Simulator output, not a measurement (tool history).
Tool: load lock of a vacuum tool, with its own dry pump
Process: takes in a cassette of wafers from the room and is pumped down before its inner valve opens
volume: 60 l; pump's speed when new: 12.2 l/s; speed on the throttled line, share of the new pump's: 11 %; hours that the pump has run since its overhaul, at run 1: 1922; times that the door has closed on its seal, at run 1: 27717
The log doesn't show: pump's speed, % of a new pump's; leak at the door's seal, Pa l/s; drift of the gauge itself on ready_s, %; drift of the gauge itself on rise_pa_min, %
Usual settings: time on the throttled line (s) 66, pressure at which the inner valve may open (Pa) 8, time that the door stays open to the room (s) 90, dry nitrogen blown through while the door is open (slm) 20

| run | hour | time on the throttled line (s) | pressure at which the inner valve may open (Pa) | time that the door stays open to the room (s) | dry nitrogen blown through while the door is open (slm) | hours that the pump has run since its overhaul | times that the door has closed on its seal | incoming humidity of the room's air, % | time from the closed door until the inner valve may open (s) | rise of the pressure with all valves shut (Pa/min) |
|---|---|---|---|---|---|---|---|---|---|---|
| 1 | 0 | 66 | 8 | 90 | 20 | 1922 | 27717 | 45.1 | 105.8 | 0.169 |
| 2 | 279.3 | 66 | 8 | 90 | 20 | 2202 | 29062 | 44.2 | 106.4 | 0.189 |
| 3 | 537.4 | 66 | 8 | 90 | 20 | 2460 | 30305 | 45.1 | 106.2 | 0.206 |
| 4 | 695.9 | 66 | 15 | 90 | 20 | 2618 | 31068 | 43.7 | 103.3 | 0.208 |
| 5 | 970.9 | 66 | 15 | 90 | 20 | 2893 | 32392 | 46.3 | 103.2 | 0.218 |
| 6 | 1115.3 | 66 | 15 | 90 | 20 | 3038 | 33088 | 42.1 | 103.3 | 0.219 |
| 7 | 1274.1 | 66 | 8 | 90 | 20 | 3196 | 33852 | 43 | 105.9 | 0.224 |
| 8 | 1423.7 | 66 | 8 | 90 | 20 | 3346 | 34573 | 45.1 | 106.5 | 0.233 |
| 9 | 1675 | 66 | 8 | 90 | 20 | 3597 | 35783 | 46.8 | 106.8 | 0.248 |
| 10 | 1852.3 | 66 | 8 | 90 | 20 | 3775 | 36636 | 43.7 | 106.3 | 0.252 |
| 11 | 1993.2 | 66 | 8 | 90 | 20 | 3915 | 37315 | 47 | 106.8 | 0.259 |
| 12 | 2166.2 | 66 | 8 | 90 | 20 | 4088 | 38148 | 44.8 | 106.9 | 0.27 |
| 13 | 2383.4 | 66 | 8 | 90 | 28 | 4306 | 39194 | 43.5 | 106.4 | 0.271 |
| 14 | 2554.4 | 66 | 8 | 132 | 25 | 4477 | 40017 | 43.5 | 106.8 | 0.286 |
| 15 | 2778.8 | 59 | 11 | 136 | 5 | 4701 | 41098 | 46.5 | 98.5 | 0.314 |
| 16 | 3059.9 | 59 | 11 | 136 | 5 | 4982 | 42451 | 44.6 | 99.2 | 0.323 |
| 17 | 3318 | 126 | 9 | 114 | 36 | 5240 | 43694 | 45.3 | 160 | 0.315 |
| 18 | 3540.8 | 126 | 9 | 114 | 36 | 5463 | 44767 | 49 | 159.4 | 0.321 |
| 19 | 3731.6 | 45 | 7 | 171 | 33 | 5654 | 45686 | 44.5 | 88.7 | 0.339 |
| 20 | 3956.2 | 45 | 7 | 171 | 33 | 5878 | 46767 | 47.5 | 89.1 | 0.35 |
| 21 | 4105.2 | 66 | 8 | 90 | 20 | 6027 | 47485 | 48.3 | 106.6 | 0.363 |
| 22 | 4290.5 | 48 | 12 | 90 | 20 | 6213 | 48377 | 42.5 | 89 | 0.368 |
| 23 | 4543.4 | 55 | 7 | 90 | 20 | 6466 | 49594 | 44.8 | 98.1 | 0.381 |
| 24 | 4773 | 37 | 6 | 90 | 17 | 6695 | 50700 | 45.5 | 82.9 | 0.406 |
| 25 | 5038.9 | 37 | 6 | 90 | 17 | 6961 | 51980 | 46.1 | 83.3 | 0.419 |
| 26 | 5218.3 | 37 | 6 | 90 | 6 | 7140 | 52844 | 46.9 | 83.2 | 0.433 |

Forecast each of these 5 alternatives for the next run:
| A | 5353 | 85 | 6 | 90 | 6 | 7275 | 53493 | 46.1 | ? | ? |
| B | 5353 | 37 | 6 | 90 | 19 | 7275 | 53493 | 43.4 | ? | ? |
| C | 5353 | 37 | 6 | 106 | 6 | 7275 | 53493 | 46 | ? | ? |
| D | 5353 | 37 | 12 | 90 | 4 | 7275 | 53493 | 48 | ? | ? |
| E | 5353 | 60 | 12 | 90 | 20 | 7275 | 53493 | 47 | ? | ? |

| run | time from the closed door until the inner valve may open (s) | rise of the pressure with all valves shut (Pa/min) |
|---|---|---|
| A | 126.1 | 0.441 |
| B | 83.8 | 0.446 |
| C | 83.3 | 0.452 |
| D | 79.6 | 0.455 |
| E | 99.9 | 0.435 |
Without the tool's hidden state the same runs would have given:
| run | time from the closed door until the inner valve may open (s) | rise of the pressure with all valves shut (Pa/min) |
|---|---|---|
| A | 124.4 | 0.034 |
| B | 81.7 | 0.023 |
| C | 81.3 | 0.037 |
| D | 77.8 | 0.039 |
| E | 98.2 | 0.023 |
